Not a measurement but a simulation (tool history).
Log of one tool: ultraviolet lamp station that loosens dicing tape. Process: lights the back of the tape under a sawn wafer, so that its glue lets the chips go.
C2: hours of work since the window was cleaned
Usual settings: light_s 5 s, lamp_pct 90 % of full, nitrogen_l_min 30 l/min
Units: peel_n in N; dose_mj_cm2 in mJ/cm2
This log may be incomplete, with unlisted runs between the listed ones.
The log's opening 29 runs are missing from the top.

{"run": 30, "hour": 851.3, "light_s": 6, "lamp_pct": 87, "nitrogen_l_min": 30, "hours of work of the lamp": 611, "C2": 159, "peel_n": 0.516, "dose_mj_cm2": 206}
{"run": 31, "hour": 886.6, "light_s": 6, "lamp_pct": 61, "nitrogen_l_min": 30, "hours of work of the lamp": 635, "C2": 183, "peel_n": 1.293, "dose_mj_cm2": 138}
{"run": 32, "hour": 911.8, "light_s": 9, "lamp_pct": 95, "nitrogen_l_min": 25, "hours of work of the lamp": 651, "C2": 199, "peel_n": 0.176, "dose_mj_cm2": 324}
{"run": 33, "hour": 944.2, "light_s": 6, "lamp_pct": 85, "nitrogen_l_min": 47, "hours of work of the lamp": 673, "C2": 220, "peel_n": 0.382, "dose_mj_cm2": 192}
{"run": 34, "hour": 970.8, "light_s": 6, "lamp_pct": 85, "nitrogen_l_min": 47, "hours of work of the lamp": 690, "C2": 238, "peel_n": 0.392, "dose_mj_cm2": 187}
{"run": 35, "hour": 1006.7, "light_s": 7, "lamp_pct": 90, "nitrogen_l_min": 46, "hours of work of the lamp": 714, "C2": 262, "peel_n": 0.234, "dose_mj_cm2": 229}
{"run": 36, "hour": 1034.6, "light_s": 2, "lamp_pct": 90, "nitrogen_l_min": 14, "hours of work of the lamp": 732, "C2": 280, "peel_n": 5.669, "dose_mj_cm2": 64}
{"run": 37, "hour": 1065.5, "light_s": 9, "lamp_pct": 100, "nitrogen_l_min": 30, "hours of work of the lamp": 752, "C2": 300, "peel_n": 0.163, "dose_mj_cm2": 317}
{"run": 38, "hour": 1084.2, "light_s": 9, "lamp_pct": 90, "nitrogen_l_min": 15, "hours of work of the lamp": 765, "C2": 313, "peel_n": 0.469, "dose_mj_cm2": 284}
{"run": 39, "hour": 1103.1, "light_s": 5, "lamp_pct": 66, "nitrogen_l_min": 24, "hours of work of the lamp": 777, "C2": 325, "peel_n": 2.175, "dose_mj_cm2": 117}
{"run": 40, "hour": 1141.6, "light_s": 2, "lamp_pct": 90, "nitrogen_l_min": 17, "hours of work of the lamp": 802, "C2": 350, "peel_n": 5.417, "dose_mj_cm2": 61}
{"run": 41, "hour": 1169.6, "light_s": 4, "lamp_pct": 95, "nitrogen_l_min": 20, "hours of work of the lamp": 821, "C2": 369, "peel_n": 2.081, "dose_mj_cm2": 128}
{"run": 42, "hour": 1197.4, "light_s": 10, "lamp_pct": 73, "nitrogen_l_min": 14, "hours of work of the lamp": 839, "C2": 387, "peel_n": 0.747, "dose_mj_cm2": 242}
{"run": 43, "hour": 1223.1, "light_s": 5, "lamp_pct": 93, "nitrogen_l_min": 9, "hours of work of the lamp": 856, "C2": 404, "peel_n": 2.74, "dose_mj_cm2": 153}
{"run": 44, "hour": 1259.3, "light_s": 5, "lamp_pct": 93, "nitrogen_l_min": 9, "hours of work of the lamp": 880, "C2": 428, "peel_n": 2.687, "dose_mj_cm2": 147}

Consider 3 possible next runs. They are alternatives, not a sequence: every one starts from the tool as it was left by run 44. What does each give?
{"hour": 1276.0, "done": "window cleaned of glue's vapour"}
{"run": "A", "hour": 1284.1, "light_s": 9, "lamp_pct": 63, "nitrogen_l_min": 59, "hours of work of the lamp": 896, "C2": 5, "peel_n": "?", "dose_mj_cm2": "?"}
{"hour": 1276.0, "done": "window cleaned of glue's vapour"}
{"run": "B", "hour": 1284.1, "light_s": 7, "lamp_pct": 73, "nitrogen_l_min": 9, "hours of work of the lamp": 896, "C2": 5, "peel_n": "?", "dose_mj_cm2": "?"}
{"hour": 1276.0, "done": "window cleaned of glue's vapour"}
{"run": "C", "hour": 1284.1, "light_s": 5, "lamp_pct": 93, "nitrogen_l_min": 58, "hours of work of the lamp": 896, "C2": 5, "peel_n": "?", "dose_mj_cm2": "?"}

run=A peel_n=0.274 dose_mj_cm2=202
run=B peel_n=2.101 dose_mj_cm2=179
run=C peel_n=0.48 dose_mj_cm2=162
With no hidden state in the tool, these same runs would have given:
run=A peel_n=0.123 dose_mj_cm2=297
run=B peel_n=0.965 dose_mj_cm2=264
run=C peel_n=0.182 dose_mj_cm2=241

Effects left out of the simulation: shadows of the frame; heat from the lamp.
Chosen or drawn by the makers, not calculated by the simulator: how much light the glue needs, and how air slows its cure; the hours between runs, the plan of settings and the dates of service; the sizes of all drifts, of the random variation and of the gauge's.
